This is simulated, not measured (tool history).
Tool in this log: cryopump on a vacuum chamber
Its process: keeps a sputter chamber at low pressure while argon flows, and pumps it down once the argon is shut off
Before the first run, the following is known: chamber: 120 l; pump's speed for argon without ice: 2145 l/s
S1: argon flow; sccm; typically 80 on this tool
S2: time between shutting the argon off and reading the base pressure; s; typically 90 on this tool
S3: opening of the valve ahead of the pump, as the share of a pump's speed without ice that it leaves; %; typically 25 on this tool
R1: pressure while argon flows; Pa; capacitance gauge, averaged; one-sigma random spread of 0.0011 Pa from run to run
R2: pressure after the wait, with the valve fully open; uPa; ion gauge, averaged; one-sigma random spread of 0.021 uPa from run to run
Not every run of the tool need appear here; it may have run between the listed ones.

{"run": 1, "day": 0.0, "S1": 80, "S2": 90, "S3": 25, "R1": 0.2562, "R2": 0.59}
{"run": 2, "day": 0.633, "S1": 80, "S2": 90, "S3": 25, "R1": 0.2587, "R2": 0.58}
{"run": 3, "day": 1.842, "S1": 80, "S2": 90, "S3": 25, "R1": 0.2591, "R2": 0.58}
{"run": 4, "day": 2.496, "S1": 80, "S2": 90, "S3": 25, "R1": 0.2598, "R2": 0.64}
{"run": 5, "day": 3.062, "S1": 80, "S2": 90, "S3": 25, "R1": 0.2593, "R2": 0.61}
{"run": 6, "day": 4.342, "S1": 80, "S2": 90, "S3": 25, "R1": 0.2623, "R2": 0.62}
{"run": 7, "day": 4.971, "S1": 143, "S2": 36, "S3": 29, "R1": 0.4022, "R2": 1.07}
{"run": 8, "day": 6.083, "S1": 37, "S2": 90, "S3": 50, "R1": 0.0623, "R2": 0.6}
{"run": 9, "day": 6.667, "S1": 37, "S2": 90, "S3": 50, "R1": 0.0622, "R2": 0.62}
{"run": 10, "day": 7.567, "S1": 100, "S2": 90, "S3": 25, "R1": 0.328, "R2": 0.61}
{"run": 11, "day": 8.379, "S1": 80, "S2": 181, "S3": 40, "R1": 0.1679, "R2": 0.48}

What would each run have given without the hidden state, its run-to-run variation left as it was?
Hidden state present: pump's speed, % of a pump's without ice; cold plate's temperature, K; leak into the chamber, uPa l/s; drift of the gauge itself on working_pa, %; drift of the gauge itself on base_upa, %.
run=1 R1=0.2515 R2=0.44
run=2 R1=0.2535 R2=0.44
run=3 R1=0.2532 R2=0.43
run=4 R1=0.2535 R2=0.49
run=5 R1=0.2526 R2=0.45
run=6 R1=0.2546 R2=0.45
run=7 R1=0.3878 R2=0.9
run=8 R1=0.0582 R2=0.43
run=9 R1=0.058 R2=0.44
run=10 R1=0.3157 R2=0.42
run=11 R1=0.1574 R2=0.29
